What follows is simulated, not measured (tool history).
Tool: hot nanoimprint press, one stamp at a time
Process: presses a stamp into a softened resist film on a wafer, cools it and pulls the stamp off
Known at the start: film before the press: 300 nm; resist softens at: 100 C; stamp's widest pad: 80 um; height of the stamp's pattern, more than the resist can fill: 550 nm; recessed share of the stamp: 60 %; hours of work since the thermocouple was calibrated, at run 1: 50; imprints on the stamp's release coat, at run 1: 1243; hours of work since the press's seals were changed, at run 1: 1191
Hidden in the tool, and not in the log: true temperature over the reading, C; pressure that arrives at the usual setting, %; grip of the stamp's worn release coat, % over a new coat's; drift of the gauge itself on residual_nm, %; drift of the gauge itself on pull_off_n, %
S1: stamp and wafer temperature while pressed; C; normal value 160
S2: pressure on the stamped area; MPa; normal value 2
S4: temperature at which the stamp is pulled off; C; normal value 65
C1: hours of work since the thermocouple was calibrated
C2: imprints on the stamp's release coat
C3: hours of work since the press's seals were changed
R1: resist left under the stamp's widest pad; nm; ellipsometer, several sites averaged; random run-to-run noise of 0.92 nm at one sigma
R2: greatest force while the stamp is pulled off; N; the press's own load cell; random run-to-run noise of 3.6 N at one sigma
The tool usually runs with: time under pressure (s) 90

{"run": 1, "hour": 0.0, "S1": 160, "S2": 2, "time under pressure (s)": 90, "S4": 65, "C1": 50, "C2": 1243, "C3": 1191, "R1": 137.5, "R2": 230}
{"hour": 14.2, "done": "stamp cleaned and given a new release coat"}
{"run": 2, "hour": 76.2, "S1": 160, "S2": 2, "time under pressure (s)": 90, "S4": 65, "C1": 106, "C2": 288, "C3": 1246, "R1": 140.4, "R2": 185}
{"run": 3, "hour": 133.3, "S1": 160, "S2": 2, "time under pressure (s)": 90, "S4": 65, "C1": 151, "C2": 554, "C3": 1292, "R1": 141.9, "R2": 199}
{"hour": 154.8, "done": "press's hydraulic seals changed and the load cell set to zero"}
{"run": 4, "hour": 209.3, "S1": 160, "S2": 2, "time under pressure (s)": 90, "S4": 65, "C1": 206, "C2": 871, "C3": 44, "R1": 133.6, "R2": 209}
{"run": 5, "hour": 292.6, "S1": 160, "S2": 2, "time under pressure (s)": 90, "S4": 65, "C1": 272, "C2": 1258, "C3": 110, "R1": 134.5, "R2": 236}
{"hour": 307.1, "done": "stamp cleaned and given a new release coat"}
{"run": 6, "hour": 367.4, "S1": 160, "S2": 2, "time under pressure (s)": 90, "S4": 65, "C1": 327, "C2": 280, "C3": 165, "R1": 135.8, "R2": 185}
{"run": 7, "hour": 454.2, "S1": 160, "S2": 2, "time under pressure (s)": 90, "S4": 65, "C1": 396, "C2": 684, "C3": 234, "R1": 137.2, "R2": 198}
{"run": 8, "hour": 545.4, "S1": 160, "S2": 2, "time under pressure (s)": 90, "S4": 65, "C1": 469, "C2": 1109, "C3": 307, "R1": 138.1, "R2": 227}
{"hour": 554.1, "done": "plate thermocouple calibrated"}
{"hour": 594.8, "done": "stamp cleaned and given a new release coat"}
{"run": 9, "hour": 636.2, "S1": 160, "S2": 2, "time under pressure (s)": 90, "S4": 65, "C1": 61, "C2": 193, "C3": 372, "R1": 143.5, "R2": 184}
{"run": 10, "hour": 694.4, "S1": 159, "S2": 2, "time under pressure (s)": 90, "S4": 65, "C1": 107, "C2": 464, "C3": 418, "R1": 153.2, "R2": 204}
{"run": 11, "hour": 758.7, "S1": 159, "S2": 2, "time under pressure (s)": 90, "S4": 65, "C1": 158, "C2": 763, "C3": 470, "R1": 153.2, "R2": 228}
{"run": 12, "hour": 814.9, "S1": 160, "S2": 2.58, "time under pressure (s)": 90, "S4": 65, "C1": 203, "C2": 1025, "C3": 515, "R1": 130.1, "R2": 226}
{"hour": 876.9, "done": "stamp cleaned and given a new release coat"}
{"run": 13, "hour": 917.4, "S1": 160, "S2": 2, "time under pressure (s)": 90, "S4": 65, "C1": 280, "C2": 189, "C3": 592, "R1": 148.2, "R2": 187}
{"run": 14, "hour": 982.2, "S1": 160, "S2": 2, "time under pressure (s)": 90, "S4": 65, "C1": 332, "C2": 490, "C3": 643, "R1": 150.1, "R2": 212}
{"run": 15, "hour": 1058.0, "S1": 160, "S2": 2, "time under pressure (s)": 90, "S4": 65, "C1": 392, "C2": 843, "C3": 704, "R1": 153, "R2": 220}
{"hour": 1086.2, "done": "plate thermocouple calibrated, once more"}
{"run": 16, "hour": 1129.6, "S1": 160, "S2": 2, "time under pressure (s)": 90, "S4": 62, "C1": 35, "C2": 1162, "C3": 758, "R1": 138.1, "R2": 247}
{"hour": 1160.4, "done": "stamp cleaned and given a new release coat"}
{"run": 17, "hour": 1204.0, "S1": 160, "S2": 2, "time under pressure (s)": 90, "S4": 62, "C1": 89, "C2": 203, "C3": 813, "R1": 139.9, "R2": 193}
{"run": 18, "hour": 1283.9, "S1": 157, "S2": 2.07, "time under pressure (s)": 90, "S4": 65, "C1": 153, "C2": 575, "C3": 877, "R1": 160.1, "R2": 205}
{"run": 19, "hour": 1378.7, "S1": 164, "S2": 2, "time under pressure (s)": 90, "S4": 70, "C1": 229, "C2": 1015, "C3": 952, "R1": 117.5, "R2": 194}
{"hour": 1439.6, "done": "stamp cleaned and given a new release coat"}
{"run": 20, "hour": 1439.6, "S1": 164, "S2": 1.91, "time under pressure (s)": 104, "S4": 54, "C1": 272, "C2": 0, "C3": 996, "R1": 114.2, "R2": 230}
{"run": 21, "hour": 1534.4, "S1": 164, "S2": 1.91, "time under pressure (s)": 71, "S4": 72, "C1": 348, "C2": 441, "C3": 1072, "R1": 130.9, "R2": 153}
{"run": 22, "hour": 1589.3, "S1": 161, "S2": 2, "time under pressure (s)": 141, "S4": 65, "C1": 392, "C2": 697, "C3": 1116, "R1": 121, "R2": 208}

Expected results for the next run?
{"run": 23, "hour": 1646.0, "S1": 161, "S2": 2, "time under pressure (s)": 141, "S4": 65, "C1": 437, "C2": 961, "C3": 1161, "R1": "?", "R2": "?"}

{"run 23": {"R1": 122.1, "R2": 219}}
Take away the tool's hidden state, keep the run-to-run variation as it was, and the same run would have given R1 106.5 nm, R2 170 N.
